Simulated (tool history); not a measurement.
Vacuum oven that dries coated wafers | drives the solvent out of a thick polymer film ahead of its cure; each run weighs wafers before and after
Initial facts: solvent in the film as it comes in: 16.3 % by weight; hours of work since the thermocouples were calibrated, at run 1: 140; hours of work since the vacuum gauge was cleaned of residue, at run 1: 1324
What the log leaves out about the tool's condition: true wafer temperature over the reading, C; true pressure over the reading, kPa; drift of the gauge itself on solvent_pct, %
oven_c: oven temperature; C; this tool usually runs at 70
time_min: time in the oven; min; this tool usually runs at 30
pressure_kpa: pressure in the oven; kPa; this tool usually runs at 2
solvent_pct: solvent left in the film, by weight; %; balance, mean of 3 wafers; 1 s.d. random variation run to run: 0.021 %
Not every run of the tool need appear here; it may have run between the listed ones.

run	hour	oven_c	time_min	pressure_kpa	hours of work since the thermocouples were calibrated	hours of work since the vacuum gauge was cleaned of residue	solvent_pct
1	0	70	30	2	140	1324	1.97
2	36.3	70	30	2	164	1348	2
3	81.8	70	30	2	194	1378	1.98
4	158.7	70	30	2	244	1428	2.01
5	206.5	70	30	2	276	1460	1.98
6	282.4	70	30	2	326	1510	2
7	330.6	70	30	2	357	1541	2
8	376.2	70	30	2	387	1571	2.03
9	417	70	30	2	414	1598	2
10	477.5	70	30	2	454	1638	2.04
11	525.9	70	30	2	485	1669	2.02
12	592.7	70	39	2	529	1713	1.45
13	633	70	39	2	556	1740	1.44
14	683.1	70	30	2	589	1773	2.05
15	717.7	68	30	2	611	1795	2.5
16	756.4	68	30	2	637	1821	2.49
17	805.5	68	30	2	669	1853	2.5
18	851.2	68	30	2	699	1883	2.51
19	900.2	70	19	1.19	731	1915	3.57
20	935.7	74	23	1.87	754	1938	2.03
21	980.2	74	23	1.87	783	1967	2.06
22	1015.9	74	23	1.87	807	1991	2.07
23	1066	72	40	5.4	840	2024	2.26
24	1125.3	73	44	6.72	879	2063	2.39
25	1182	73	44	6.72	916	2100	2.41
26	1258.1	73	44	2.27	966	2150	1.03
27	1293.6	73	44	2.27	989	2173	1.1
28	1355.1	73	44	2.27	1030	2214	1.05
29	1394.2	73	44	2.27	1055	2239	1.05

Measured result minus the same run's result without the hidden state. Both carry the same run-to-run variation, though not necessarily the same gauge scatter:
run	solvent_pct
1	+0.06
2	+0.06
3	+0.06
4	+0.08
5	+0.09
6	+0.09
7	+0.1
8	+0.11
9	+0.11
10	+0.12
11	+0.12
12	+0.12
13	+0.12
14	+0.15
15	+0.16
16	+0.17
17	+0.17
18	+0.18
19	+0.19
20	+0.16
21	+0.17
22	+0.17
23	+0.17
24	+0.17
25	+0.17
26	+0.15
27	+0.14
28	+0.15
29	+0.15
